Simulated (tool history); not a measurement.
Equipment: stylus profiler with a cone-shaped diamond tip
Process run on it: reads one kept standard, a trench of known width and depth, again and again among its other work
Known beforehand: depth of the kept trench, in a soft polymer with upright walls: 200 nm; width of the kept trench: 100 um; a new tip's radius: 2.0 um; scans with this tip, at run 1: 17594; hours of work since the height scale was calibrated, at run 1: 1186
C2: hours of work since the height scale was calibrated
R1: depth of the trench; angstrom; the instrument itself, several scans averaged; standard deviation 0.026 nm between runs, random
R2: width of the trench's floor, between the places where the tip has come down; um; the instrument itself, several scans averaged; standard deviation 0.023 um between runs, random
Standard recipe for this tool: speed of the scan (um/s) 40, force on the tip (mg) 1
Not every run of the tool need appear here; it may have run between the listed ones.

{"run": 1, "hour": 0.0, "speed of the scan (um/s)": 40, "force on the tip (mg)": 1, "scans with this tip": 17594, "C2": 1186, "R1": 2009.1, "R2": 97.5}
{"run": 2, "hour": 13.9, "speed of the scan (um/s)": 40, "force on the tip (mg)": 1, "scans with this tip": 17738, "C2": 1196, "R1": 2008.7, "R2": 97.51}
{"run": 3, "hour": 33.6, "speed of the scan (um/s)": 40, "force on the tip (mg)": 1, "scans with this tip": 17943, "C2": 1210, "R1": 2009.2, "R2": 97.46}
{"run": 4, "hour": 57.2, "speed of the scan (um/s)": 31, "force on the tip (mg)": 1, "scans with this tip": 18187, "C2": 1226, "R1": 2008.4, "R2": 97.53}
{"run": 5, "hour": 78.1, "speed of the scan (um/s)": 31, "force on the tip (mg)": 1, "scans with this tip": 18404, "C2": 1241, "R1": 2008.6, "R2": 97.52}
{"run": 6, "hour": 89.0, "speed of the scan (um/s)": 22, "force on the tip (mg)": 1, "scans with this tip": 18516, "C2": 1249, "R1": 2008.7, "R2": 97.59}
{"hour": 91.5, "done": "height scale calibrated on a step standard"}
{"run": 7, "hour": 105.8, "speed of the scan (um/s)": 22, "force on the tip (mg)": 1, "scans with this tip": 18686, "C2": 10, "R1": 2008.5, "R2": 97.61}
{"run": 8, "hour": 117.9, "speed of the scan (um/s)": 40, "force on the tip (mg)": 1, "scans with this tip": 18812, "C2": 19, "R1": 2008.1, "R2": 97.46}
{"run": 9, "hour": 136.4, "speed of the scan (um/s)": 40, "force on the tip (mg)": 1, "scans with this tip": 19003, "C2": 31, "R1": 2008, "R2": 97.45}
{"hour": 149.7, "done": "height scale calibrated on a step standard, once more"}
{"run": 10, "hour": 154.1, "speed of the scan (um/s)": 37, "force on the tip (mg)": 1, "scans with this tip": 19181, "C2": 3, "R1": 2011.4, "R2": 97.5}
{"run": 11, "hour": 171.6, "speed of the scan (um/s)": 25, "force on the tip (mg)": 1, "scans with this tip": 19362, "C2": 15, "R1": 2011.7, "R2": 97.55}
{"run": 12, "hour": 185.6, "speed of the scan (um/s)": 159, "force on the tip (mg)": 2.5, "scans with this tip": 19508, "C2": 25, "R1": 2021.5, "R2": 96.87}
{"run": 13, "hour": 201.7, "speed of the scan (um/s)": 44, "force on the tip (mg)": 0.61, "scans with this tip": 19674, "C2": 36, "R1": 2007.9, "R2": 97.31}
{"run": 14, "hour": 214.6, "speed of the scan (um/s)": 17, "force on the tip (mg)": 2.69, "scans with this tip": 19808, "C2": 45, "R1": 2022.6, "R2": 97.72}
{"run": 15, "hour": 235.7, "speed of the scan (um/s)": 111, "force on the tip (mg)": 1, "scans with this tip": 20027, "C2": 60, "R1": 2011.1, "R2": 96.76}
{"run": 16, "hour": 260.2, "speed of the scan (um/s)": 111, "force on the tip (mg)": 1, "scans with this tip": 20281, "C2": 77, "R1": 2011.4, "R2": 96.74}
{"run": 17, "hour": 270.9, "speed of the scan (um/s)": 102, "force on the tip (mg)": 0.98, "scans with this tip": 20392, "C2": 85, "R1": 2011.1, "R2": 96.8}
{"run": 18, "hour": 284.9, "speed of the scan (um/s)": 113, "force on the tip (mg)": 1.02, "scans with this tip": 20537, "C2": 95, "R1": 2011, "R2": 96.78}
{"run": 19, "hour": 305.0, "speed of the scan (um/s)": 40, "force on the tip (mg)": 1.09, "scans with this tip": 20745, "C2": 109, "R1": 2011.8, "R2": 97.47}

Predict each of these 3 candidate next runs independently; none follows another, all start after run 19:
{"run": "A", "hour": 322.2, "speed of the scan (um/s)": 18, "force on the tip (mg)": 1.35, "scans with this tip": 20923, "C2": 121, "R1": "?", "R2": "?"}
{"run": "B", "hour": 322.2, "speed of the scan (um/s)": 22, "force on the tip (mg)": 1.09, "scans with this tip": 20923, "C2": 121, "R1": "?", "R2": "?"}
{"run": "C", "hour": 322.2, "speed of the scan (um/s)": 20, "force on the tip (mg)": 0.77, "scans with this tip": 20923, "C2": 121, "R1": "?", "R2": "?"}

run=A R1=2014 R2=97.66
run=B R1=2011.6 R2=97.58
run=C R1=2009.7 R2=97.59
Had the tool no hidden state, the same runs would have come out as:
run=A R1=2014.6 R2=98.14
run=B R1=2012.2 R2=98.06
run=C R1=2010.3 R2=98.07
